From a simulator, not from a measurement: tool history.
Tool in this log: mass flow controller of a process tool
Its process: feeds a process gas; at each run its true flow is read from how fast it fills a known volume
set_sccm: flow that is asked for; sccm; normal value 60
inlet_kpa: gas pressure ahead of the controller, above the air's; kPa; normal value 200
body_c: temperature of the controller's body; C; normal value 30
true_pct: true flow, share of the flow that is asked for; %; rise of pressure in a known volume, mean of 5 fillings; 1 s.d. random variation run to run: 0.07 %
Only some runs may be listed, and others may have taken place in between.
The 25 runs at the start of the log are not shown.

run      day  set_sccm  inlet_kpa  body_c  true_pct
 26  409.796       122        263      38    100.98
 27  419.100        34        165      30    100.00
 28  435.492        34        168      21    100.97
     441.129  -- controller exchanged for a calibrated one
 29  444.712        34        159      21    101.11
 30  463.175        54        200      36    100.36
 31  481.229        60        200      39    100.37
 32  492.208        21        143      31    100.38
 33  502.983        64        223      28    101.87
 34  518.229       124        200      30    102.07
 35  534.271       124        223      30    102.44
 36  555.212        60        256      20    103.02
 37  573.912       134        155      30    102.38
 38  593.012        87        194      38    101.69
 39  608.512       150        196      24    103.62
     611.075  -- gauge calibrated
 40  622.042        99        143      38     97.66
 41  639.592        50        153      30     98.17
 42  656.950        78        200      32     98.77
 43  676.304        59        144      30     98.51

Run 44, settings as shown, results not yet in. Your forecast:
 44  689.871        71        191      30         ?

true_pct: 99.02 %
With no hidden state in the tool, this same run would have given true_pct 98.28 %.
